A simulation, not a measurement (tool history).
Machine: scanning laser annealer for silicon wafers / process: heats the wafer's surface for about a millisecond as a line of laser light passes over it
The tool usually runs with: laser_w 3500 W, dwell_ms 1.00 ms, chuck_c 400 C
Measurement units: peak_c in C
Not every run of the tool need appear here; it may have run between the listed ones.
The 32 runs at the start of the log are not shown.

run   hour  laser_w  dwell_ms  chuck_c  hours of work since the window was cleaned  hours of work since the power meter was calibrated  hours of work since the optics were aligned  peak_c
 33  582.3     3850      0.72      396                                         194                                                 494                                          681    1143
 34  595.2     3211      0.92      395                                         200                                                 500                                          687    1105
 35  614.6     3441      1.03      390                                         209                                                 510                                          697    1193
 36  636.5     3441      1.03      390                                         220                                                 520                                          707    1192
 37  654.1     3441      0.83      402                                         228                                                 529                                          716    1117
 38  676.8     3500      0.80      427                                         239                                                 540                                          727    1137
 39  700.6     3127      0.91      427                                         251                                                 551                                          738    1111
 40  722.9     3721      1.06      422                                         262                                                 562                                          749    1295

5 ways to go on from here, each from the tool as it stands after run 40. What would each give?
  A  737.3     3298      1.08      423                                         269                                                 569                                          756       ?
  B  737.3     3677      1.02      423                                         269                                                 569                                          756       ?
  C  737.3     3402      1.23      400                                         269                                                 569                                          756       ?
  D  737.3     3508      1.11      422                                         269                                                 569                                          756       ?
  E  737.3     3721      0.81      422                                         269                                                 569                                          756       ?

run  peak_c
  A    1206
  B    1262
  C    1265
  D    1265
  E    1180
Had the tool no hidden state, the same runs would have come out as:
run  peak_c
  A    1249
  B    1309
  C    1314
  D    1312
  E    1222
